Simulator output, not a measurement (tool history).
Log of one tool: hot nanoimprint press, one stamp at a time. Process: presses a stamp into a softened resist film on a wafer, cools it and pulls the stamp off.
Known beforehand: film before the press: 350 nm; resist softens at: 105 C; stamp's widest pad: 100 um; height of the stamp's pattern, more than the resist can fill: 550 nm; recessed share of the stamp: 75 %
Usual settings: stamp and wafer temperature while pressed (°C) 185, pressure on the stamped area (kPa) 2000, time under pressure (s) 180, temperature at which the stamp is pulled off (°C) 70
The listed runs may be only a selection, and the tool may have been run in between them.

run     day  stamp and wafer temperature while pressed (°C)  pressure on the stamped area (kPa)  time under pressure (s)  temperature at which the stamp is pulled off (°C)  resist left under the stamp's widest pad (nm)  greatest force while the stamp is pulled off (N)
  1       0                                             185                                2000                      180                                                 70                                            191                                               237
  2   1.058                                             185                                2000                      180                                                 70                                          191.3                                               237
  3   2.488                                             185                                2000                      180                                                 70                                          191.1                                               226
  4   3.454                                             185                                2000                      180                                                 70                                          190.2                                               234
  5   4.121                                             185                                2000                      200                                                 70                                          185.9                                               238
  6   5.246                                             185                                2000                      200                                                 70                                          184.6                                               228
  7   6.246                                             185                                2000                      200                                                 70                                          184.5                                               238
  8   7.442                                             185                                2000                      180                                                 70                                          190.7                                               222
  9   8.142                                             185                                2000                      180                                                 70                                          190.2                                               228
 10   9.517                                             194                                2410                      184                                                 75                                          131.4                                               216
 11  10.954                                             185                                1760                      283                                                 75                                          177.5                                               215
 12  11.742                                             189                                2000                      180                                                 70                                          170.3                                               227
 13   13.25                                             189                                2000                      180                                                 70                                          170.8                                               238
 14  14.292                                             189                                2000                      180                                                 70                                          170.4                                               223
 15  15.558                                             189                                2000                      180                                                 70                                          169.9                                               237
 16  16.779                                             184                                2000                      180                                                 70                                          196.8                                               237
 17  17.738                                             174                                2000                      180                                                 77                                          257.5                                               201

Withheld: 1 entry from between the runs. Position of each, and hidden state at the listed run before versus the listed run after:
From run 13 to run 14: stamp cleaned and given a new release coat (day 14.004)
  grip of the stamp's worn release coat, % over a new coat's: 1.2 -> 0; drift of the gauge itself on residual_nm, %: 0.44 -> 0.47
  measured minus no-state result, resist left under the stamp's widest pad (nm): +0.7 -> +0.7
